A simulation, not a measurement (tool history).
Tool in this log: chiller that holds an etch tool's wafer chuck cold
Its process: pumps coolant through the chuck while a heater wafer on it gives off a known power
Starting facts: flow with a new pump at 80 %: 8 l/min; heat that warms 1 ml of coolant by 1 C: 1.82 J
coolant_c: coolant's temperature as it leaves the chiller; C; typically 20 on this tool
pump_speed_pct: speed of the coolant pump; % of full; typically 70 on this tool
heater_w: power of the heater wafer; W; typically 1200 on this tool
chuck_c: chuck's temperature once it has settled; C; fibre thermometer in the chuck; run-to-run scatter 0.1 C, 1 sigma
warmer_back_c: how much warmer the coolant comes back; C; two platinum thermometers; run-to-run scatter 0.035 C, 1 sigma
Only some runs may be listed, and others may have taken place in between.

run,hour,coolant_c,pump_speed_pct,heater_w,chuck_c,warmer_back_c
1,0,20,70,1200,36.3,5.7
2,96.6,20,70,1200,36.4,5.71
3,184.9,20,70,1200,36.4,5.69
4,312.7,20,70,1200,36.5,5.73
5,465.9,20,70,1200,36.3,5.71
6,589.8,20,70,1200,36.4,5.64
7,701.9,20,74,1200,35.6,5.31
8,873.7,20,64,1200,37.7,6.23
9,1036.5,20,64,1200,37.7,6.1
10,1157.6,28,64,1200,45.9,6.21
11,1241.4,28,64,1200,45.8,6.12
12,1321.4,29,74,1339,46.3,5.82
13,1460.6,29,74,1339,46.5,5.84
14,1599.7,29,82,1339,45,5.19
15,1716.9,18,63,758,29.5,3.79
16,1798.8,20,61,1200,38.6,6.4
17,1932.3,20,77,1200,35.1,4.91
18,2035.3,11,77,1200,26.1,4.93
19,2163.3,11,77,1200,26.1,4.89
20,2319.6,17,80,993,28.9,3.82
21,2406.6,10,85,1200,23.8,4.35

Not shown here: 2 entries made in the log between runs. Locate each between two listed runs and compare the hidden state at the listed run before it with the hidden state at the listed run after it:
Logged between run 6 and run 7: chiller's thermometer calibrated (hour 682.3)
  coolant's true temperature over the reading, C: -0.01 -> 0; drift of the gauge itself on warmer_back_c, C: -0.08 -> -0.09
  measured result minus the result with no hidden state, warmer_back_c: -0.07 -> -0.09 C
Logged between run 14 and run 15: coolant changed, channels flushed (hour 1613.3)
  heat passed by the chuck's channels, % of clean ones': 99.9 -> 100; drift of the gauge itself on warmer_back_c, C: -0.21 -> -0.22
  measured result minus the result with no hidden state, warmer_back_c: -0.21 -> -0.22 C
